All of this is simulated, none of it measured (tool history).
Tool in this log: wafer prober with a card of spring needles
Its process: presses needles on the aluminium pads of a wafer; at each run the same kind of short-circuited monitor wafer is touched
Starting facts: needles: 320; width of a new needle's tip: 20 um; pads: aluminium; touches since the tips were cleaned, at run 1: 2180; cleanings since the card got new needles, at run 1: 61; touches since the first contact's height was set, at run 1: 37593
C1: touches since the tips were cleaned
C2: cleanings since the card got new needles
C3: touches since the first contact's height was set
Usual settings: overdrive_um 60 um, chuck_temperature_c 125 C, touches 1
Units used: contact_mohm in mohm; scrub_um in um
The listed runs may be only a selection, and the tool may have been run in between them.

run 1 hour=0.0 | overdrive_um=60 chuck_temperature_c=125 touches=1 | C1=2180 C2=61 C3=37593 | contact_mohm=218 scrub_um=7.49
-- hour=4.7 tips cleaned on abrasive film
-- hour=14.2 tips cleaned on abrasive film
-- hour=26.0 tips cleaned on abrasive film
-- hour=35.5 tips cleaned on abrasive film
-- hour=47.3 tips cleaned on abrasive film
run 2 hour=50.3 | overdrive_um=60 chuck_temperature_c=125 touches=1 | C1=904 C2=66 C3=52930 | contact_mohm=209 scrub_um=7.45
-- hour=57.4 tips cleaned on abrasive film
-- hour=69.2 tips cleaned on abrasive film
-- hour=78.7 tips cleaned on abrasive film
-- hour=88.2 tips cleaned on abrasive film
-- hour=100.0 tips cleaned on abrasive film
run 3 hour=101.2 | overdrive_um=60 chuck_temperature_c=125 touches=1 | C1=368 C2=71 C3=68475 | contact_mohm=192 scrub_um=7.40
-- hour=110.7 tips cleaned on abrasive film
-- hour=122.5 tips cleaned on abrasive film
-- hour=134.3 tips cleaned on abrasive film
-- hour=143.8 tips cleaned on abrasive film
-- hour=155.7 tips cleaned on abrasive film
run 4 hour=159.5 | overdrive_um=60 chuck_temperature_c=125 touches=1 | C1=1180 C2=76 C3=86278 | contact_mohm=208 scrub_um=7.39
-- hour=166.6 tips cleaned on abrasive film
-- hour=176.1 tips cleaned on abrasive film
-- hour=185.6 tips cleaned on abrasive film
-- hour=197.4 tips cleaned on abrasive film
-- hour=206.9 tips cleaned on abrasive film
run 5 hour=214.2 | overdrive_um=60 chuck_temperature_c=125 touches=1 | C1=2245 C2=81 C3=102978 | contact_mohm=224 scrub_um=7.36
-- hour=216.6 tips cleaned on abrasive film
-- hour=226.1 tips cleaned on abrasive film
-- hour=235.6 tips cleaned on abrasive film
-- hour=245.0 tips cleaned on abrasive film
-- hour=254.5 tips cleaned on abrasive film
-- hour=264.0 tips cleaned on abrasive film
-- hour=273.5 tips cleaned on abrasive film
run 6 hour=274.5 | overdrive_um=78 chuck_temperature_c=125 touches=1 | C1=307 C2=88 C3=121349 | contact_mohm=182 scrub_um=9.58
-- hour=284.0 tips cleaned on abrasive film
-- hour=293.4 tips cleaned on abrasive film
-- hour=302.9 tips cleaned on abrasive film
-- hour=313.0 tips cleaned on abrasive film
run 7 hour=313.0 | overdrive_um=60 chuck_temperature_c=41 touches=1 | C1=0 C2=92 C3=133082 | contact_mohm=171 scrub_um=7.25
-- hour=322.4 tips cleaned on abrasive film
-- hour=334.3 tips cleaned on abrasive film
-- hour=346.1 tips cleaned on abrasive film
run 8 hour=352.5 | overdrive_um=60 chuck_temperature_c=41 touches=1 | C1=1982 C2=95 C3=145181 | contact_mohm=216 scrub_um=7.26
-- hour=357.3 tips cleaned on abrasive film
-- hour=366.8 tips cleaned on abrasive film
-- hour=378.6 tips cleaned on abrasive film
-- hour=386.0 height of the first contact set anew
-- hour=388.4 tips cleaned on abrasive film
-- hour=397.9 tips cleaned on abrasive film
-- hour=409.7 tips cleaned on abrasive film
-- hour=421.5 tips cleaned on abrasive film
run 9 hour=425.2 | overdrive_um=60 chuck_temperature_c=41 touches=1 | C1=1140 C2=102 C3=11982 | contact_mohm=198 scrub_um=7.56
-- hour=432.4 tips cleaned on abrasive film
-- hour=441.8 tips cleaned on abrasive film
-- hour=451.3 tips cleaned on abrasive film
-- hour=460.8 tips cleaned on abrasive film
-- hour=472.6 tips cleaned on abrasive film
-- hour=484.5 tips cleaned on abrasive film
run 10 hour=486.6 | overdrive_um=60 chuck_temperature_c=41 touches=3 | C1=666 C2=108 C3=30716 | contact_mohm=170 scrub_um=7.53
-- hour=496.1 tips cleaned on abrasive film
-- hour=505.6 tips cleaned on abrasive film
-- hour=515.1 tips cleaned on abrasive film
-- hour=524.5 tips cleaned on abrasive film
-- hour=534.0 tips cleaned on abrasive film
run 11 hour=538.9 | overdrive_um=65 chuck_temperature_c=125 touches=1 | C1=1490 C2=113 C3=46660 | contact_mohm=203 scrub_um=8.13
-- hour=543.7 tips cleaned on abrasive film
-- hour=555.5 tips cleaned on abrasive film
-- hour=567.3 tips cleaned on abrasive film
-- hour=579.1 tips cleaned on abrasive film
-- hour=590.6 tips cleaned on abrasive film
run 12 hour=590.6 | overdrive_um=65 chuck_temperature_c=125 touches=1 | C1=0 C2=118 C3=62466 | contact_mohm=186 scrub_um=8.07
-- hour=602.5 tips cleaned on abrasive film
-- hour=614.3 tips cleaned on abrasive film
-- hour=623.8 tips cleaned on abrasive film
-- hour=635.6 tips cleaned on abrasive film
run 13 hour=636.7 | overdrive_um=65 chuck_temperature_c=125 touches=1 | C1=335 C2=122 C3=76532 | contact_mohm=193 scrub_um=8.02
-- hour=646.2 tips cleaned on abrasive film
-- hour=655.7 tips cleaned on abrasive film
-- hour=667.5 tips cleaned on abrasive film
run 14 hour=671.4 | overdrive_um=65 chuck_temperature_c=125 touches=1 | C1=1216 C2=125 C3=87143 | contact_mohm=208 scrub_um=7.99

Run 15 comes next. What will it give?
-- hour=678.6 tips cleaned on abrasive film
-- hour=690.4 tips cleaned on abrasive film
-- hour=699.9 tips cleaned on abrasive film
-- hour=709.3 tips cleaned on abrasive film
-- hour=718.8 tips cleaned on abrasive film
-- hour=730.7 tips cleaned on abrasive film
run 15 hour=738.3 | overdrive_um=46 chuck_temperature_c=26 touches=3 | C1=2346 C2=131 C3=107557 | contact_mohm=? scrub_um=?

{"run 15": {"contact_mohm": 199, "scrub_um": 5.52}}
If the tool had no hidden condition, the same run with the same run-to-run variation would have returned contact_mohm 161 mohm, scrub_um 5.77 um.
